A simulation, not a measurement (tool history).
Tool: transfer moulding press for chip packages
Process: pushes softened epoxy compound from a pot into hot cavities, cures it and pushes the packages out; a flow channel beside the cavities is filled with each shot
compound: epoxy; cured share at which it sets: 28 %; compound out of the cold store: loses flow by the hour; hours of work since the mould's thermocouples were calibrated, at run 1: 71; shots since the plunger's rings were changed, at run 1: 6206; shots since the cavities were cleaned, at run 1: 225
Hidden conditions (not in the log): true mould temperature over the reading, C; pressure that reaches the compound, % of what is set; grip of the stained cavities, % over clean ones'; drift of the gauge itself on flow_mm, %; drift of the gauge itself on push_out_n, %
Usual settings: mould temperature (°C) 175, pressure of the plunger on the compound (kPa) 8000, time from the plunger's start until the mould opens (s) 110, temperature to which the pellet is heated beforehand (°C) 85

run	hour	mould temperature (°C)	pressure of the plunger on the compound (kPa)	time from the plunger's start until the mould opens (s)	temperature to which the pellet is heated beforehand (°C)	hours of work since the mould's thermocouples were calibrated	shots since the plunger's rings were changed	shots since the cavities were cleaned	incoming compound's hours out of the cold store	length that the compound runs in the flow channel (mm)	greatest force on the pins that push the packages out (N)
1	0.0	175	8000	110	85	71	6206	225	14.2	943	224
# hour 41.7: plunger's sealing rings changed
2	61.8	175	8000	110	85	104	175	743	17.3	958	231
# hour 121.2: cavities cleaned with cleaning compound and waxed
3	125.3	175	8000	110	85	138	717	35	25.2	913	225
4	199.0	175	8000	110	85	179	1361	679	38.0	882	214
# hour 262.8: cavities cleaned with cleaning compound and waxed
5	283.6	175	8000	105	85	225	2088	182	41.6	881	217
6	331.6	175	8000	110	85	252	2507	601	24.7	913	226
# hour 401.2: cavities cleaned with cleaning compound and waxed
7	407.8	175	8000	109	85	293	3160	57	45.4	861	223
8	459.6	175	8000	109	85	322	3613	510	38.3	876	223
9	513.2	175	8000	109	85	352	4082	979	29.1	922	211
# hour 543.4: cavities cleaned with cleaning compound and waxed
# hour 583.7: mould's thermocouples calibrated
10	599.4	175	8000	109	76	9	4805	472	47.2	869	216
11	657.3	171	8000	109	76	41	5311	978	23.9	950	276
# hour 685.5: cavities cleaned with cleaning compound and waxed
12	727.7	171	8000	109	76	79	5913	369	8.2	997	280
13	765.7	171	6240	109	76	100	6245	701	40.2	793	270
# hour 798.0: plunger's sealing rings changed
# hour 830.3: cavities cleaned with cleaning compound and waxed
14	854.5	171	6240	109	76	147	481	212	36.9	805	255
15	899.5	172	8000	100	85	172	875	606	20.3	953	290
16	935.2	176	7660	110	85	192	1187	918	26.7	888	220
# hour 970.1: cavities cleaned with cleaning compound and waxed
17	971.6	175	8000	110	89	211	1492	13	19.5	944	221
18	1008.0	175	6420	100	76	231	1810	331	47.7	776	249
19	1046.4	175	6420	100	76	253	2145	666	20.8	837	247
20	1083.9	168	6180	96	93	273	2473	994	8.2	893	451
# hour 1108.6: cavities cleaned with cleaning compound and waxed
21	1152.8	168	6180	96	93	311	3062	386	34.5	810	417
22	1235.4	181	8870	123	77	357	3784	1108	46.1	898	209
# hour 1249.7: cavities cleaned with cleaning compound and waxed
23	1282.7	181	8870	123	77	382	4185	289	38.5	915	204
# hour 1294.4: mould's thermocouples calibrated
24	1332.9	181	8870	123	77	21	4606	710	25.4	954	205
25	1380.0	175	7610	110	76	47	5017	1121	47.6	840	230
# hour 1393.7: cavities cleaned with cleaning compound and waxed
26	1445.6	175	7610	103	81	83	5578	454	22.3	929	232
27	1497.4	179	6960	144	76	112	6030	906	8.3	906	201

What differs in the tool's unlogged condition from the final listed run ahead of each entry between runs to the first listed run following it?
Run 1 -> run 2: plunger's sealing rings changed (hour 41.7)
  pressure that reaches the compound, % of what is set: 99.6 -> 99.98; grip of the stained cavities, % over clean ones': 0.2 -> 0.6
Run 2 -> run 3: cavities cleaned with cleaning compound and waxed (hour 121.2)
  pressure that reaches the compound, % of what is set: 99.98 -> 99.95; grip of the stained cavities, % over clean ones': 0.6 -> 0.1
Run 4 -> run 5: cavities cleaned with cleaning compound and waxed (hour 262.8)
  pressure that reaches the compound, % of what is set: 99.91 -> 99.86; grip of the stained cavities, % over clean ones': 0.5 -> 0.2
Run 6 -> run 7: cavities cleaned with cleaning compound and waxed (hour 401.2)
  pressure that reaches the compound, % of what is set: 99.83 -> 99.79; grip of the stained cavities, % over clean ones': 0.5 -> 0.1
Run 9 -> run 10: cavities cleaned with cleaning compound and waxed (hour 543.4); mould's thermocouples calibrated (hour 583.7)
  true mould temperature over the reading, C: 0.01 -> 0; pressure that reaches the compound, % of what is set: 99.74 -> 99.69; grip of the stained cavities, % over clean ones': 0.7 -> 0.4
Run 11 -> run 12: cavities cleaned with cleaning compound and waxed (hour 685.5)
  pressure that reaches the compound, % of what is set: 99.66 -> 99.62; grip of the stained cavities, % over clean ones': 0.7 -> 0.4
Run 13 -> run 14: plunger's sealing rings changed (hour 798.0); cavities cleaned with cleaning compound and waxed (hour 830.3)
  pressure that reaches the compound, % of what is set: 99.6 -> 99.97; grip of the stained cavities, % over clean ones': 0.6 -> 0.2
Run 16 -> run 17: cavities cleaned with cleaning compound and waxed (hour 970.1)
  pressure that reaches the compound, % of what is set: 99.92 -> 99.9; grip of the stained cavities, % over clean ones': 0.6 -> 0
Run 20 -> run 21: cavities cleaned with cleaning compound and waxed (hour 1108.6)
  pressure that reaches the compound, % of what is set: 99.85 -> 99.81; grip of the stained cavities, % over clean ones': 0.7 -> 0.4
Run 22 -> run 23: cavities cleaned with cleaning compound and waxed (hour 1249.7)
  pressure that reaches the compound, % of what is set: 99.76 -> 99.74; grip of the stained cavities, % over clean ones': 0.7 -> 0.4
Run 23 -> run 24: mould's thermocouples calibrated (hour 1294.4)
  true mould temperature over the reading, C: 0.01 -> 0; pressure that reaches the compound, % of what is set: 99.74 -> 99.72; grip of the stained cavities, % over clean ones': 0.4 -> 0.6
Run 25 -> run 26: cavities cleaned with cleaning compound and waxed (hour 1393.7)
  pressure that reaches the compound, % of what is set: 99.69 -> 99.66; grip of the stained cavities, % over clean ones': 0.7 -> 0.4

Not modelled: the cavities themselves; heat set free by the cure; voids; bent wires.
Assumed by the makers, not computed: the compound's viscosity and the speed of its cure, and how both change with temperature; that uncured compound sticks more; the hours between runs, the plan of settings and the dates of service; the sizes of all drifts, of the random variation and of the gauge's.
